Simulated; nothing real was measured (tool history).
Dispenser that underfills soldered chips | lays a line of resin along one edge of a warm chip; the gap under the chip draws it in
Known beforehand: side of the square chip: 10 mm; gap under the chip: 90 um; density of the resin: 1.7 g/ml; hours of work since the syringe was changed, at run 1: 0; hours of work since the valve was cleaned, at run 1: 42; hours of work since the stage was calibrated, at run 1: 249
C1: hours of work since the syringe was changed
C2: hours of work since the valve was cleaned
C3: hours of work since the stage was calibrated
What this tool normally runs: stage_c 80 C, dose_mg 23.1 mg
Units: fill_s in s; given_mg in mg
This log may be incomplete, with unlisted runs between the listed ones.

run 1 hour=0 | stage_c=80 dose_mg=23.1 | C1=0 C2=42 C3=249 | fill_s=18.7 given_mg=22.65
-- hour=5.4 dispensing valve cleaned and set on the balance
-- hour=9.9 new syringe of resin
run 2 hour=11.5 | stage_c=83 dose_mg=23.1 | C1=1 C2=4 C3=255 | fill_s=17.8 given_mg=23.07
run 3 hour=18.2 | stage_c=80 dose_mg=19.8 | C1=5 C2=8 C3=260 | fill_s=29.4 given_mg=19.73
-- hour=19.4 new syringe of resin
run 4 hour=23.9 | stage_c=80 dose_mg=19.8 | C1=3 C2=11 C3=263 | fill_s=24.1 given_mg=19.71
-- hour=28.7 new syringe of resin
run 5 hour=34.5 | stage_c=80 dose_mg=20.3 | C1=4 C2=18 C3=270 | fill_s=25.1 given_mg=20.08
-- hour=37.6 new syringe of resin
run 6 hour=43.8 | stage_c=79 dose_mg=23.1 | C1=4 C2=24 C3=275 | fill_s=25.5 given_mg=22.82
-- hour=46.9 new syringe of resin
run 7 hour=52.9 | stage_c=79 dose_mg=25.6 | C1=4 C2=29 C3=281 | fill_s=25.4 given_mg=25.25
-- hour=56.5 new syringe of resin
run 8 hour=61.1 | stage_c=79 dose_mg=25.6 | C1=3 C2=34 C3=286 | fill_s=23.8 given_mg=25.16
-- hour=65.3 new syringe of resin
run 9 hour=66 | stage_c=70 dose_mg=25.4 | C1=0 C2=37 C3=289 | fill_s=26.1 given_mg=24.91
run 10 hour=71.6 | stage_c=70 dose_mg=25.4 | C1=4 C2=41 C3=292 | fill_s=35 given_mg=24.85
-- hour=75 new syringe of resin
run 11 hour=77.7 | stage_c=70 dose_mg=25.4 | C1=2 C2=44 C3=296 | fill_s=29.2 given_mg=24.87
-- hour=79.7 dispensing valve cleaned and set on the balance
-- hour=84.9 new syringe of resin
run 12 hour=87.6 | stage_c=67 dose_mg=25.8 | C1=2 C2=5 C3=301 | fill_s=31.7 given_mg=25.89
-- hour=94.1 new syringe of resin
run 13 hour=95.8 | stage_c=71 dose_mg=25.2 | C1=1 C2=10 C3=307 | fill_s=27 given_mg=25.14

Table of differences, measured result less the result of that run with no hidden state. Run-to-run variation is the same in both. Gauge scatter possibly is not:
Hidden conditions of the tool in this case: resin's viscosity, % of fresh resin's; dose that the valve gives, % of what is set; true chip temperature over the reading, C; drift of the gauge itself on fill_s, %; drift of the gauge itself on given_mg, %.
run=1 fill_s=-0.5 given_mg=-0.47
run=2 fill_s=+1.2 given_mg=-0.01
run=3 fill_s=+10 given_mg=-0.06
run=4 fill_s=+4.7 given_mg=-0.1
run=5 fill_s=+5.6 given_mg=-0.17
run=6 fill_s=+6.4 given_mg=-0.27
run=7 fill_s=+6 given_mg=-0.37
run=8 fill_s=+4.6 given_mg=-0.44
run=9 fill_s=+0.4 given_mg=-0.48
run=10 fill_s=+9 given_mg=-0.53
run=11 fill_s=+3.2 given_mg=-0.58
run=12 fill_s=+2.7 given_mg=+0.05
run=13 fill_s=+1.5 given_mg=-0.02
